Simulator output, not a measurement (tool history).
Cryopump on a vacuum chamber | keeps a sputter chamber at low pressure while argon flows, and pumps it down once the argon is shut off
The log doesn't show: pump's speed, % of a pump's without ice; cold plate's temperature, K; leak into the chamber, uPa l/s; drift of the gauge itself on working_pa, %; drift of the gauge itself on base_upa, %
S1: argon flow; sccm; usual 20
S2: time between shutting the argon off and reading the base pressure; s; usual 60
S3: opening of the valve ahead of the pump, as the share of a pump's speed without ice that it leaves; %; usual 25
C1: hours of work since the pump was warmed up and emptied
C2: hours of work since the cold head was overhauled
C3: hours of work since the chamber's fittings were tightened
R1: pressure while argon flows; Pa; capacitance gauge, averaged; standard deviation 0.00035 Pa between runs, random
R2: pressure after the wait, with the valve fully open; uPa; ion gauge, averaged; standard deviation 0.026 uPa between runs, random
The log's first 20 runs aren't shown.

Run 21, hour 321.2: usual settings but S1 13 sccm, S2 55 s; C1 305; C2 305; C3 755. Result: R1 0.0702 Pa, R2 1.48 uPa.
Run 22, hour 344.7: usual settings but S1 15 sccm, S2 189 s, S3 33 %; C1 321; C2 321; C3 771. Result: R1 0.0622 Pa, R2 0.85 uPa.
Run 23, hour 358: usual settings but S1 8 sccm, S2 245 s, S3 33 %; C1 331; C2 331; C3 781. Result: R1 0.0338 Pa, R2 0.78 uPa.
Run 24, hour 368.4: usual settings but S1 8 sccm, S2 245 s, S3 33 %; C1 338; C2 338; C3 788. Result: R1 0.0327 Pa, R2 0.74 uPa.
Run 25, hour 382.2: usual settings but S1 8 sccm, S3 33 %; C1 348; C2 348; C3 798. Result: R1 0.0327 Pa, R2 1.51 uPa.
Run 26, hour 398.5: usual settings but S1 34 sccm, S3 22 %; C1 359; C2 359; C3 809. Result: R1 0.2074 Pa, R2 1.42 uPa.
Run 27, hour 416.3: usual settings but S1 34 sccm, S3 31 %; C1 372; C2 372; C3 822. Result: R1 0.1497 Pa, R2 1.45 uPa.
Run 28, hour 435.8: usual settings but S1 23 sccm, S2 38 s; C1 385; C2 385; C3 836. Result: R1 0.1246 Pa, R2 1.91 uPa.
Run 29, hour 457.5: usual settings but S1 40 sccm, S2 159 s; C1 401; C2 401; C3 851. Result: R1 0.2188 Pa, R2 0.93 uPa.
Run 30, hour 482.9: usual settings but S1 14 sccm, S2 174 s, S3 35 %; C1 419; C2 419; C3 869. Result: R1 0.0555 Pa, R2 0.9 uPa.
Run 31, hour 493: usual settings but S1 14 sccm, S2 174 s, S3 35 %; C1 426; C2 426; C3 876. Result: R1 0.0553 Pa, R2 0.92 uPa.
Run 32, hour 506.5: usual settings but S1 14 sccm, S2 174 s, S3 35 %; C1 435; C2 435; C3 885. Result: R1 0.0549 Pa, R2 0.96 uPa.
Run 33, hour 525.3: usual settings but S1 12 sccm, S2 39 s, S3 33 %; C1 448; C2 448; C3 899. Result: R1 0.0501 Pa, R2 1.99 uPa.
Run 34, hour 546.6: usual settings but S1 12 sccm, S2 39 s, S3 33 %; C1 463; C2 463; C3 914. Result: R1 0.0504 Pa, R2 1.98 uPa.
Run 35, hour 570.9: usual settings but S1 11 sccm, S2 32 s, S3 20 %; C1 481; C2 481; C3 931. Result: R1 0.0744 Pa, R2 2.23 uPa.

What if the next run were any one of these 3? Each begins from the tool's condition after run 35:
Run A, hour 595.1: usual settings but S3 45 %; C1 498; C2 498; C3 948. Result: R1 ?, R2 ?.
Run B, hour 595.1: usual settings but S1 30 sccm; C1 498; C2 498; C3 948. Result: R1 ?, R2 ?.
Run C, hour 595.1: usual settings but S1 13 sccm, S2 52 s, S3 59 %; C1 498; C2 498; C3 948. Result: R1 ?, R2 ?.

run      R1    R2
  A  0.0626  1.55
  B  0.1647  1.56
  C  0.0319  1.71
Without the tool's unlogged condition, the same runs would have read:
run      R1    R2
  A  0.0586  1.12
  B  0.1586  1.14
  C  0.0293  1.28

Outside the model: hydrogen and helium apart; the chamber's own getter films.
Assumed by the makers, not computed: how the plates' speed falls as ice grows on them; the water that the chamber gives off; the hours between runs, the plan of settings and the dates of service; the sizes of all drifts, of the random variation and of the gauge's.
